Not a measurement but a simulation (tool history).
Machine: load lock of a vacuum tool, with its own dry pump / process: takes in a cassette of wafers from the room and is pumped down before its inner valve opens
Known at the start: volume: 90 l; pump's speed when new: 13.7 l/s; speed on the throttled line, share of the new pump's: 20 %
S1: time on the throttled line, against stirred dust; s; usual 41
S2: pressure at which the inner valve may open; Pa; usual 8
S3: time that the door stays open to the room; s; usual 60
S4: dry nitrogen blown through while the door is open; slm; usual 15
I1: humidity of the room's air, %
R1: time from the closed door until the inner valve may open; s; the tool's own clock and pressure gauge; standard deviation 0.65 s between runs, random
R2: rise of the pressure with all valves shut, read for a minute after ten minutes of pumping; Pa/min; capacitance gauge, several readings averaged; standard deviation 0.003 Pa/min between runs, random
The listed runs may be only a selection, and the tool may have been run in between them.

run 1 hour=0 | S1=41 S2=8 S3=60 S4=15 | I1=46.9 | R1=102.9 R2=0.107
run 2 hour=344.6 | S1=41 S2=9 S3=60 S4=15 | I1=45.2 | R1=101.6 R2=0.098
run 3 hour=711.1 | S1=41 S2=8 S3=60 S4=19 | I1=44.6 | R1=104 R2=0.104
run 4 hour=1007.5 | S1=41 S2=8 S3=60 S4=19 | I1=45.1 | R1=103.5 R2=0.1
run 5 hour=1246.4 | S1=41 S2=8 S3=60 S4=15 | I1=43.5 | R1=103.7 R2=0.1
run 6 hour=1615.9 | S1=41 S2=8 S3=60 S4=15 | I1=44.1 | R1=104.3 R2=0.109
run 7 hour=1933.6 | S1=41 S2=11 S3=60 S4=15 | I1=45.7 | R1=102.2 R2=0.116
run 8 hour=2312.2 | S1=29 S2=8 S3=60 S4=15 | I1=45.6 | R1=96.4 R2=0.112
run 9 hour=2731.7 | S1=29 S2=8 S3=60 S4=15 | I1=45 | R1=96.8 R2=0.126
run 10 hour=2936.2 | S1=29 S2=8 S3=60 S4=15 | I1=45.9 | R1=97.5 R2=0.12
run 11 hour=3226.9 | S1=29 S2=8 S3=60 S4=15 | I1=46.2 | R1=97.4 R2=0.128
-- hour=3376 dry pump taken out, an overhauled one fitted
run 12 hour=3654.5 | S1=41 S2=8 S3=45 S4=15 | I1=45.3 | R1=95.4 R2=0.126
run 13 hour=3885.5 | S1=41 S2=8 S3=45 S4=15 | I1=47.3 | R1=95.7 R2=0.124
run 14 hour=4218.6 | S1=41 S2=8 S3=45 S4=15 | I1=44 | R1=96.1 R2=0.129
run 15 hour=4654.2 | S1=74 S2=8 S3=60 S4=15 | I1=46.5 | R1=123.2 R2=0.147
run 16 hour=5102.1 | S1=41 S2=9 S3=195 S4=4 | I1=44.6 | R1=95.7 R2=0.226
run 17 hour=5544.5 | S1=41 S2=9 S3=195 S4=4 | I1=46.5 | R1=96.6 R2=0.243
run 18 hour=5822.3 | S1=41 S2=9 S3=195 S4=4 | I1=48.7 | R1=97.8 R2=0.255
run 19 hour=6119.1 | S1=35 S2=6 S3=60 S4=15 | I1=44.9 | R1=94.9 R2=0.152

Run 20 has not been measured yet. What should we expect?
run 20 hour=6352 | S1=25 S2=8 S3=60 S4=15 | I1=47.6 | R1=? R2=?

R1: 86.2 s
R2: 0.161 Pa/min
On a tool with no hidden condition, and with the same random variation, this run would have come out at R1 83.6 s, R2 0.036 Pa/min.
